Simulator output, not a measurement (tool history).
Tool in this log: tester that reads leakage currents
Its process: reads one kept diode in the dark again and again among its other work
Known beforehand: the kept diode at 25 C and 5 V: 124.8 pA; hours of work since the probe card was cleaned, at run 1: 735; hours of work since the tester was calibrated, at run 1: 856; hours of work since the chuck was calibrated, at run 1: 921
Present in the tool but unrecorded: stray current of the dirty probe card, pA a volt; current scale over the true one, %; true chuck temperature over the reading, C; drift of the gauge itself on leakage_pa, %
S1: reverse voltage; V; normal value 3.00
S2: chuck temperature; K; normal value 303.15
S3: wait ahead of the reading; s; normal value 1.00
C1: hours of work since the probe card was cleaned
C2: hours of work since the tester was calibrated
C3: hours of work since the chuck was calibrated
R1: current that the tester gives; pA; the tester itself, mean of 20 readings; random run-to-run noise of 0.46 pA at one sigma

run 1 day=0.000 | S1=3.00 S2=303.15 S3=1.00 | C1=735 C2=856 C3=921 | R1=166.90
run 2 day=1.229 | S1=3.00 S2=303.15 S3=1.00 | C1=756 C2=877 C3=942 | R1=167.28
run 3 day=3.354 | S1=3.00 S2=303.15 S3=1.00 | C1=793 C2=913 C3=979 | R1=167.89
-- day=3.646 chuck's temperature calibrated
run 4 day=4.592 | S1=3.00 S2=303.15 S3=1.00 | C1=813 C2=933 C3=16 | R1=175.55
run 5 day=5.562 | S1=3.00 S2=303.15 S3=1.00 | C1=830 C2=950 C3=33 | R1=176.73
run 6 day=7.104 | S1=3.00 S2=303.15 S3=1.00 | C1=856 C2=977 C3=60 | R1=177.49
run 7 day=9.108 | S1=10.78 S2=303.15 S3=1.95 | C1=891 C2=1011 C3=94 | R1=331.12
run 8 day=10.262 | S1=3.00 S2=303.15 S3=3.16 | C1=911 C2=1031 C3=114 | R1=179.82
-- day=11.029 chuck's temperature calibrated, once more
run 9 day=11.421 | S1=3.00 S2=303.15 S3=3.16 | C1=929 C2=1050 C3=7 | R1=155.19
run 10 day=13.533 | S1=5.51 S2=306.15 S3=0.74 | C1=965 C2=1086 C3=43 | R1=268.43
run 11 day=14.554 | S1=5.51 S2=294.15 S3=2.04 | C1=983 C2=1104 C3=61 | R1=99.69

Alternative continuations, all from the tool just after run 11; predict every row:
run A day=16.592 | S1=5.51 S2=294.15 S3=0.46 | C1=1018 C2=1139 C3=96 | R1=?
run B day=16.592 | S1=3.00 S2=320.15 S3=1.00 | C1=1018 C2=1139 C3=96 | R1=?
run C day=16.592 | S1=5.51 S2=299.15 S3=2.04 | C1=1018 C2=1139 C3=96 | R1=?
run D day=16.592 | S1=5.51 S2=303.15 S3=2.04 | C1=1018 C2=1139 C3=96 | R1=?

run=A R1=101.93
run=B R1=600.38
run=C R1=152.22
run=D R1=209.38
The same runs, with their run-to-run variation unchanged, on a tool lacking any hidden condition would have given:
run=A R1=93.23
run=B R1=592.33
run=C R1=143.16
run=D R1=200.01

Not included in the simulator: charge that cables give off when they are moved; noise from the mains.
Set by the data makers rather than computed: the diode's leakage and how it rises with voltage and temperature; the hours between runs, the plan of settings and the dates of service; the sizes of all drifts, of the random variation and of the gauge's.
